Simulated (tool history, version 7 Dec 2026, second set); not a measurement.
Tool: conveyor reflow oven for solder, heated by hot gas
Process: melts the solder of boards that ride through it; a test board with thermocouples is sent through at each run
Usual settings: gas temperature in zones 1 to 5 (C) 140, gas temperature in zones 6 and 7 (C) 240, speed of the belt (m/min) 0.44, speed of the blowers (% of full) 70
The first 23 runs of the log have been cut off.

run	hour	gas temperature in zones 1 to 5 (C)	gas temperature in zones 6 and 7 (C)	speed of the belt (m/min)	speed of the blowers (% of full)	highest temperature of the board (C)	time above the solder's melting point (s)
24	306	130	240	0.44	57	217.5	67.7
25	320.4	130	240	0.44	55	217.6	66.9
26	333.3	140	236	0.465	70	217.6	68
# hour 345.8: flux residue cleaned out of gas plates and filters, once more
27	350.6	140	234	0.467	70	219.1	70.3
28	365.4	135	240	0.357	64	230.1	102
29	380.2	135	240	0.357	64	229.9	101.2
30	394.4	135	240	0.357	64	230.3	100.6
31	406.7	135	240	0.357	64	230.3	101.4

Consider 3 possible next runs. They are alternatives, not a sequence: every one starts from the tool as it was left by run 31. What does each give?
A	424.4	135	252	0.357	87	?	?
B	424.4	130	240	0.453	69	?	?
C	424.4	140	240	0.44	66	?	?

run	highest temperature of the board (C)	time above the solder's melting point (s)
A	245.2	111.3
B	224	71.6
C	225.5	79.4
What these runs would have given with no unlogged condition in the tool:
run	highest temperature of the board (C)	time above the solder's melting point (s)
A	244.2	110.4
B	223.1	70.8
C	224.6	78.5

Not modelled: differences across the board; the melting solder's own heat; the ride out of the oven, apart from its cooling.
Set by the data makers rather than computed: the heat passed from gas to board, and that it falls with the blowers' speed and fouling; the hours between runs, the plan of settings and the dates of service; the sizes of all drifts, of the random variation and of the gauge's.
